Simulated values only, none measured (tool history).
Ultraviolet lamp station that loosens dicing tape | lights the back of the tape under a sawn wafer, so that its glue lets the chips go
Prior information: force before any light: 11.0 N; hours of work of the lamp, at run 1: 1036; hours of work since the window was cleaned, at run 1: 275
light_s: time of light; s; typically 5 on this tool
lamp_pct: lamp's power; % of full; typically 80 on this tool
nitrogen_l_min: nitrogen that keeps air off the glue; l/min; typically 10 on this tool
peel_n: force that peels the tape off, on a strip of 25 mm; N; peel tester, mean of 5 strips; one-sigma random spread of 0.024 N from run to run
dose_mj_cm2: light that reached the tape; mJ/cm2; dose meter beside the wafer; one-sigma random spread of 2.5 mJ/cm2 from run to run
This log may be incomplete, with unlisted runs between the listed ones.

run,hour,light_s,lamp_pct,nitrogen_l_min,hours of work of the lamp,hours of work since the window was cleaned,peel_n,dose_mj_cm2
1,0,5,80,10,1036,275,2.939,176
2,27.4,5,80,9,1052,290,3.047,173
3,66.1,5,80,9,1073,312,3.183,175
4,102.5,5,80,9,1094,332,3.228,168
5,130.8,5,88,9,1110,348,2.944,182
6,167.1,6,88,9,1130,369,2.243,218
7,194.3,4,64,4,1146,384,6.523,103
8,224,6,93,7,1163,401,2.439,226
9,245.8,9,76,10,1175,413,1.446,271
10,274.3,7,69,8,1191,429,2.972,190
11,310.7,5,80,10,1211,450,3.395,156

Predict each of these 4 candidate next runs independently; none follows another, all start after run 11:
# hour 335.6: lamp changed
A,346,7,94,4,6,469,?,?
# hour 335.6: lamp changed
B,346,5,69,7,6,469,?,?
# hour 335.6: lamp changed
C,346,3,80,3,6,469,?,?
# hour 335.6: lamp changed
D,346,5,99,13,6,469,?,?

run,peel_n,dose_mj_cm2
A,1.107,450
B,2.362,236
C,5.101,165
D,0.739,335
What these runs would have given with no unlogged condition in the tool:
run,peel_n,dose_mj_cm2
A,0.891,497
B,2.022,261
C,4.711,182
D,0.584,370
